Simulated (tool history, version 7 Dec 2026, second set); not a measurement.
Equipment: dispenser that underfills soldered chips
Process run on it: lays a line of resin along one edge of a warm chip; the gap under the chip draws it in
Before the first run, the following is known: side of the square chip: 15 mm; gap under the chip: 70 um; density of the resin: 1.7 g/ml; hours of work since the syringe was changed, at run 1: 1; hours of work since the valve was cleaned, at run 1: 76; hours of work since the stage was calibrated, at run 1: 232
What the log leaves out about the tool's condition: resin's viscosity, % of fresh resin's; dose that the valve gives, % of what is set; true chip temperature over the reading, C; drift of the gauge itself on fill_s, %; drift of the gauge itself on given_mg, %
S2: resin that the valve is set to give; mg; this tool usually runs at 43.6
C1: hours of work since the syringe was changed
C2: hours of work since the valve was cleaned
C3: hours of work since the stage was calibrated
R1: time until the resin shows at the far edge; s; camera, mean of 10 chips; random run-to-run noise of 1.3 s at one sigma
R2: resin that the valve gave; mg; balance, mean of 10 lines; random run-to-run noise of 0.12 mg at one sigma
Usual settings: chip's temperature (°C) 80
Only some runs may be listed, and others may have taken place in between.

{"run": 1, "hour": 0.0, "chip's temperature (°C)": 80, "S2": 43.6, "C1": 1, "C2": 76, "C3": 232, "R1": 133.2, "R2": 42.15}
{"run": 2, "hour": 3.3, "chip's temperature (°C)": 80, "S2": 43.6, "C1": 3, "C2": 79, "C3": 235, "R1": 162.2, "R2": 41.91}
{"run": 3, "hour": 6.9, "chip's temperature (°C)": 80, "S2": 43.4, "C1": 6, "C2": 81, "C3": 237, "R1": 206.6, "R2": 41.69}
{"hour": 12.3, "done": "new syringe of resin"}
{"run": 4, "hour": 14.3, "chip's temperature (°C)": 80, "S2": 43.4, "C1": 1, "C2": 86, "C3": 242, "R1": 143.5, "R2": 41.67}
{"run": 5, "hour": 18.3, "chip's temperature (°C)": 80, "S2": 43.4, "C1": 4, "C2": 89, "C3": 245, "R1": 184.8, "R2": 41.45}
{"run": 6, "hour": 24.0, "chip's temperature (°C)": 80, "S2": 43.4, "C1": 9, "C2": 94, "C3": 249, "R1": 263.6, "R2": 41.67}
{"hour": 25.8, "done": "new syringe of resin"}
{"run": 7, "hour": 28.6, "chip's temperature (°C)": 80, "S2": 43.4, "C1": 2, "C2": 97, "C3": 253, "R1": 149.3, "R2": 41.57}
{"run": 8, "hour": 35.3, "chip's temperature (°C)": 80, "S2": 43.4, "C1": 7, "C2": 102, "C3": 258, "R1": 227.3, "R2": 41.41}
{"hour": 37.9, "done": "dispensing valve cleaned and set on the balance"}
{"hour": 40.2, "done": "new syringe of resin"}
{"run": 9, "hour": 40.2, "chip's temperature (°C)": 80, "S2": 50.6, "C1": 0, "C2": 1, "C3": 260, "R1": 120.2, "R2": 50.71}
{"run": 10, "hour": 44.7, "chip's temperature (°C)": 80, "S2": 50.6, "C1": 3, "C2": 5, "C3": 264, "R1": 160.2, "R2": 50.58}
{"run": 11, "hour": 50.6, "chip's temperature (°C)": 80, "S2": 50.6, "C1": 8, "C2": 9, "C3": 268, "R1": 237.9, "R2": 50.45}
{"hour": 53.6, "done": "new syringe of resin"}
{"run": 12, "hour": 55.6, "chip's temperature (°C)": 80, "S2": 43.6, "C1": 1, "C2": 13, "C3": 271, "R1": 141.3, "R2": 43.48}
{"run": 13, "hour": 60.1, "chip's temperature (°C)": 80, "S2": 43.6, "C1": 5, "C2": 16, "C3": 275, "R1": 185.7, "R2": 43.5}
{"run": 14, "hour": 63.5, "chip's temperature (°C)": 80, "S2": 43.6, "C1": 7, "C2": 18, "C3": 277, "R1": 228.8, "R2": 43.19}
{"hour": 67.1, "done": "new syringe of resin"}
{"run": 15, "hour": 69.8, "chip's temperature (°C)": 79, "S2": 43.6, "C1": 2, "C2": 23, "C3": 282, "R1": 152.8, "R2": 43.11}
{"run": 16, "hour": 75.1, "chip's temperature (°C)": 80, "S2": 44.6, "C1": 6, "C2": 27, "C3": 285, "R1": 205.2, "R2": 44.09}
{"hour": 80.5, "done": "new syringe of resin"}
{"run": 17, "hour": 82.7, "chip's temperature (°C)": 71, "S2": 44.6, "C1": 2, "C2": 32, "C3": 291, "R1": 213, "R2": 44.08}
{"run": 18, "hour": 87.6, "chip's temperature (°C)": 80, "S2": 54.8, "C1": 5, "C2": 36, "C3": 294, "R1": 189.3, "R2": 53.79}
{"run": 19, "hour": 92.0, "chip's temperature (°C)": 80, "S2": 54.8, "C1": 8, "C2": 39, "C3": 298, "R1": 246.7, "R2": 53.79}
{"hour": 93.8, "done": "new syringe of resin"}
{"run": 20, "hour": 97.8, "chip's temperature (°C)": 71, "S2": 40, "C1": 3, "C2": 43, "C3": 302, "R1": 243.1, "R2": 39.19}
{"run": 21, "hour": 104.2, "chip's temperature (°C)": 71, "S2": 40, "C1": 8, "C2": 48, "C3": 306, "R1": 359.1, "R2": 39.26}
{"hour": 107.5, "done": "new syringe of resin"}
{"run": 22, "hour": 108.6, "chip's temperature (°C)": 71, "S2": 40, "C1": 1, "C2": 51, "C3": 309, "R1": 198.6, "R2": 39.07}
{"run": 23, "hour": 114.8, "chip's temperature (°C)": 71, "S2": 40, "C1": 5, "C2": 55, "C3": 314, "R1": 296.5, "R2": 38.94}
{"run": 24, "hour": 118.8, "chip's temperature (°C)": 89, "S2": 43.6, "C1": 8, "C2": 58, "C3": 317, "R1": 168.3, "R2": 42.6}
{"hour": 121.0, "done": "new syringe of resin"}
{"run": 25, "hour": 126.1, "chip's temperature (°C)": 90, "S2": 52.5, "C1": 4, "C2": 63, "C3": 322, "R1": 108, "R2": 51.04}
{"run": 26, "hour": 132.8, "chip's temperature (°C)": 90, "S2": 43.6, "C1": 9, "C2": 68, "C3": 327, "R1": 165.8, "R2": 42.26}
{"hour": 134.3, "done": "new syringe of resin"}
{"run": 27, "hour": 140.4, "chip's temperature (°C)": 90, "S2": 43.6, "C1": 4, "C2": 73, "C3": 332, "R1": 114.4, "R2": 42}
{"hour": 147.4, "done": "new syringe of resin"}
{"run": 28, "hour": 148.4, "chip's temperature (°C)": 91, "S2": 55.7, "C1": 1, "C2": 79, "C3": 338, "R1": 78.8, "R2": 53.6}
{"run": 29, "hour": 153.7, "chip's temperature (°C)": 82, "S2": 49.6, "C1": 5, "C2": 83, "C3": 342, "R1": 166, "R2": 47.9}
{"run": 30, "hour": 158.8, "chip's temperature (°C)": 82, "S2": 49.6, "C1": 8, "C2": 87, "C3": 346, "R1": 229.7, "R2": 47.19}
{"hour": 160.7, "done": "new syringe of resin"}
{"run": 31, "hour": 162.2, "chip's temperature (°C)": 93, "S2": 43.7, "C1": 1, "C2": 89, "C3": 348, "R1": 78.3, "R2": 41.84}
{"run": 32, "hour": 169.7, "chip's temperature (°C)": 93, "S2": 43.7, "C1": 7, "C2": 95, "C3": 353, "R1": 126, "R2": 41.66}
{"hour": 173.9, "done": "new syringe of resin"}
{"run": 33, "hour": 176.9, "chip's temperature (°C)": 75, "S2": 45.7, "C1": 2, "C2": 100, "C3": 358, "R1": 183.4, "R2": 43.71}
{"hour": 182.6, "done": "dispensing valve cleaned and set on the balance"}
{"run": 34, "hour": 182.8, "chip's temperature (°C)": 78, "S2": 45.8, "C1": 6, "C2": 0, "C3": 362, "R1": 218.4, "R2": 45.82}
{"hour": 188.3, "done": "new syringe of resin"}
{"run": 35, "hour": 189.1, "chip's temperature (°C)": 93, "S2": 48.7, "C1": 1, "C2": 5, "C3": 366, "R1": 73.3, "R2": 48.44}
{"run": 36, "hour": 194.2, "chip's temperature (°C)": 87, "S2": 48.5, "C1": 4, "C2": 8, "C3": 370, "R1": 130.1, "R2": 48.25}
{"run": 37, "hour": 200.4, "chip's temperature (°C)": 91, "S2": 44.9, "C1": 9, "C2": 13, "C3": 375, "R1": 163.7, "R2": 44.78}

Table of differences, measured result less the result of that run with no hidden state. Run-to-run variation is the same in both. Gauge scatter possibly is not:
run=1 R1=+6.5 R2=-1.58
run=2 R1=+36.5 R2=-1.61
run=3 R1=+79.6 R2=-1.66
run=4 R1=+17.7 R2=-1.79
run=5 R1=+59.1 R2=-1.84
run=6 R1=+138.4 R2=-1.94
run=7 R1=+21.9 R2=-2
run=8 R1=+100.5 R2=-2.1
run=9 R1=-3.2 R2=+0.03
run=10 R1=+36.6 R2=-0.05
run=11 R1=+111.3 R2=-0.16
run=12 R1=+14.3 R2=-0.21
run=13 R1=+59.8 R2=-0.27
run=14 R1=+103.1 R2=-0.32
run=15 R1=+21.8 R2=-0.42
run=16 R1=+79.3 R2=-0.52
run=17 R1=+20.1 R2=-0.62
run=18 R1=+63.7 R2=-0.85
run=19 R1=+122.5 R2=-0.94
run=20 R1=+50.8 R2=-0.76
run=21 R1=+170 R2=-0.85
run=22 R1=+7.2 R2=-0.89
run=23 R1=+103 R2=-0.98
run=24 R1=+82.7 R2=-1.14
run=25 R1=+27.4 R2=-1.5
run=26 R1=+84.4 R2=-1.36
run=27 R1=+32.9 R2=-1.46
run=28 R1=+2.6 R2=-2.04
run=29 R1=+50.7 R2=-1.91
run=30 R1=+113.8 R2=-1.98
run=31 R1=+5.8 R2=-1.8
run=32 R1=+53.2 R2=-1.91
run=33 R1=+27.1 R2=-2.12
run=34 R1=+81.1 R2=+0.03
run=35 R1=+1.6 R2=-0.05
run=36 R1=+38 R2=-0.14
run=37 R1=+85.3 R2=-0.23
